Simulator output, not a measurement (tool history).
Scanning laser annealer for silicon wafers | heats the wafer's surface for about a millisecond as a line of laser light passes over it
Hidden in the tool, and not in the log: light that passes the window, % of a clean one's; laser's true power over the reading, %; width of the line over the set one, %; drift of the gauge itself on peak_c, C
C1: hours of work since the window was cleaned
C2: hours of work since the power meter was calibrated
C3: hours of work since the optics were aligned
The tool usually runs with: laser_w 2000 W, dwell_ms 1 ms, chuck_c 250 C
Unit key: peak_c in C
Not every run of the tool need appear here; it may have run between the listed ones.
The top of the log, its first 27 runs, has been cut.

{"run": 28, "hour": 1234.8, "laser_w": 2059, "dwell_ms": 1.21, "chuck_c": 249, "C1": 402, "C2": 1721, "C3": 193, "peak_c": 1198}
{"run": 29, "hour": 1267.9, "laser_w": 2059, "dwell_ms": 1.21, "chuck_c": 249, "C1": 419, "C2": 1738, "C3": 210, "peak_c": 1200}
{"run": 30, "hour": 1322.6, "laser_w": 1999, "dwell_ms": 1.02, "chuck_c": 281, "C1": 447, "C2": 1767, "C3": 239, "peak_c": 1102}
{"run": 31, "hour": 1361.2, "laser_w": 1885, "dwell_ms": 1.23, "chuck_c": 210, "C1": 467, "C2": 1786, "C3": 258, "peak_c": 1062}
{"run": 32, "hour": 1395.9, "laser_w": 1914, "dwell_ms": 0.92, "chuck_c": 211, "C1": 485, "C2": 1804, "C3": 276, "peak_c": 940}
{"run": 33, "hour": 1435.5, "laser_w": 2000, "dwell_ms": 1, "chuck_c": 210, "C1": 505, "C2": 1825, "C3": 297, "peak_c": 1022}
{"run": 34, "hour": 1487.7, "laser_w": 2000, "dwell_ms": 1, "chuck_c": 210, "C1": 532, "C2": 1851, "C3": 323, "peak_c": 1015}
{"run": 35, "hour": 1547.3, "laser_w": 1771, "dwell_ms": 0.86, "chuck_c": 243, "C1": 562, "C2": 1882, "C3": 354, "peak_c": 878}
{"run": 36, "hour": 1573.8, "laser_w": 1754, "dwell_ms": 0.8, "chuck_c": 283, "C1": 576, "C2": 1896, "C3": 368, "peak_c": 880}
{"run": 37, "hour": 1616.2, "laser_w": 1929, "dwell_ms": 0.85, "chuck_c": 224, "C1": 598, "C2": 1917, "C3": 389, "peak_c": 922}
{"run": 38, "hour": 1674.1, "laser_w": 1810, "dwell_ms": 1.13, "chuck_c": 234, "C1": 627, "C2": 1947, "C3": 419, "peak_c": 995}
{"run": 39, "hour": 1700.6, "laser_w": 1810, "dwell_ms": 1.13, "chuck_c": 234, "C1": 641, "C2": 1961, "C3": 433, "peak_c": 993}
{"run": 40, "hour": 1754.1, "laser_w": 2000, "dwell_ms": 0.87, "chuck_c": 250, "C1": 669, "C2": 1988, "C3": 460, "peak_c": 988}
{"run": 41, "hour": 1808.2, "laser_w": 1858, "dwell_ms": 0.87, "chuck_c": 286, "C1": 696, "C2": 2016, "C3": 488, "peak_c": 957}

Consider 4 possible next runs. They are alternatives, not a sequence: every one starts from the tool as it was left by run 41. What does each give?
{"run": "A", "hour": 1846.2, "laser_w": 1858, "dwell_ms": 0.87, "chuck_c": 287, "C1": 716, "C2": 2035, "C3": 508, "peak_c": "?"}
{"run": "B", "hour": 1846.2, "laser_w": 2108, "dwell_ms": 0.9, "chuck_c": 250, "C1": 716, "C2": 2035, "C3": 508, "peak_c": "?"}
{"run": "C", "hour": 1846.2, "laser_w": 2151, "dwell_ms": 0.87, "chuck_c": 286, "C1": 716, "C2": 2035, "C3": 508, "peak_c": "?"}
{"run": "D", "hour": 1846.2, "laser_w": 1957, "dwell_ms": 1, "chuck_c": 229, "C1": 716, "C2": 2035, "C3": 508, "peak_c": "?"}

run=A peak_c=958
run=B peak_c=1053
run=C peak_c=1089
run=D peak_c=1004
Stripped of hidden state, with their random variation kept, the same runs would have yielded:
run=A peak_c=1001
run=B peak_c=1104
run=C peak_c=1140
run=D peak_c=1053

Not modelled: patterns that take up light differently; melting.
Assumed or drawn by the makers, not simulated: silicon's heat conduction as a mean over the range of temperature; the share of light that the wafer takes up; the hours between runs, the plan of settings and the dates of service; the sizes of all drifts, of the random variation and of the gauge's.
